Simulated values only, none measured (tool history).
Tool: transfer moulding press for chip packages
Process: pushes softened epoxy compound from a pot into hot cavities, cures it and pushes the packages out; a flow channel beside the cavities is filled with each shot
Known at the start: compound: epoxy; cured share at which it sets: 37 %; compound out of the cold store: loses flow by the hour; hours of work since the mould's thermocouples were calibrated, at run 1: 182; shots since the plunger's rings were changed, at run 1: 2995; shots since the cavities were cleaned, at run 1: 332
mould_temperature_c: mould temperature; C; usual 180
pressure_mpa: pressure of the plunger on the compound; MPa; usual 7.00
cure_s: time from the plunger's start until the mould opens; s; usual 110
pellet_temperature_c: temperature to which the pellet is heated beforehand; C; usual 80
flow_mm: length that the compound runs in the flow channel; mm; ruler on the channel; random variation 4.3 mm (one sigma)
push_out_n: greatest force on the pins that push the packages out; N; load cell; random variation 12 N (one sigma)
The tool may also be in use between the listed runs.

run,hour,mould_temperature_c,pressure_mpa,cure_s,pellet_temperature_c,hours of work since the mould's thermocouples were calibrated,shots since the plunger's rings were changed,shots since the cavities were cleaned,incoming compound's hours out of the cold store,flow_mm,push_out_n
1,0.0,180,7.00,110,80,182,2995,332,27.3,767,559
2,8.2,180,7.00,110,80,188,3098,435,15.6,787,560
# hour 15.4: plunger's sealing rings changed
3,19.0,180,7.00,110,80,194,45,539,41.8,750,536
4,26.5,180,7.00,110,80,200,139,633,35.9,751,548
# hour 34.3: cavities cleaned with cleaning compound and waxed
5,34.3,180,7.00,110,80,205,218,0,18.4,777,560
6,41.4,180,7.00,110,80,210,307,89,35.9,753,548
7,50.2,180,7.00,110,80,217,418,200,42.3,753,534
8,55.1,180,7.00,110,80,221,479,261,10.6,792,584
9,60.2,180,7.00,110,80,225,543,325,9.6,798,564
10,64.4,180,7.00,110,80,228,596,378,31.2,767,548
11,72.0,180,5.28,110,80,234,691,473,30.8,662,567
12,80.5,180,5.28,110,80,240,798,580,30.9,658,539
13,84.2,180,7.00,140,80,243,845,627,9.2,800,425
14,88.1,181,7.00,110,80,246,893,675,46.4,735,527
# hour 92.5: cavities cleaned with cleaning compound and waxed
15,98.4,181,7.00,110,80,253,1004,74,18.5,773,527
16,103.0,175,5.48,130,74,256,1061,131,26.0,695,538
17,107.2,175,5.48,130,87,260,1115,185,45.3,669,538
18,116.4,177,5.48,97,87,267,1230,300,39.5,665,846
19,122.1,178,5.61,130,73,271,1302,372,37.6,677,455
20,129.7,178,6.89,130,72,277,1397,467,13.5,792,486
21,136.9,175,7.29,130,72,282,1488,558,45.3,769,539
22,143.0,175,7.29,130,72,287,1563,633,14.3,818,533
# hour 150.8: cavities cleaned with cleaning compound and waxed
23,150.8,175,7.29,115,80,292,1644,0,10.6,826,706
24,158.5,183,5.55,140,79,298,1740,96,31.5,667,423
25,165.0,173,8.24,121,80,303,1821,177,28.2,851,694
26,171.4,177,5.48,101,80,308,1901,257,28.1,687,795
27,178.9,180,7.00,109,80,313,1996,352,24.8,771,566
28,183.1,180,8.44,110,72,317,2049,405,37.5,831,567

Hidden state at the last listed run before each entry between runs and at the first one after, where it differs:
Between runs 2 and 3: plunger's sealing rings changed (hour 15.4)
  pressure that reaches the compound, % of what is set: 99.72 -> 99.99; grip of the stained cavities, % over clean ones': 1 -> 1.2
Between runs 4 and 5: cavities cleaned with cleaning compound and waxed (hour 34.3)
  grip of the stained cavities, % over clean ones': 1.3 -> 0
Between runs 14 and 15: cavities cleaned with cleaning compound and waxed (hour 92.5)
  pressure that reaches the compound, % of what is set: 99.92 -> 99.91; grip of the stained cavities, % over clean ones': 1.3 -> 0.3
Between runs 22 and 23: cavities cleaned with cleaning compound and waxed (hour 150.8)
  grip of the stained cavities, % over clean ones': 1.3 -> 0.1

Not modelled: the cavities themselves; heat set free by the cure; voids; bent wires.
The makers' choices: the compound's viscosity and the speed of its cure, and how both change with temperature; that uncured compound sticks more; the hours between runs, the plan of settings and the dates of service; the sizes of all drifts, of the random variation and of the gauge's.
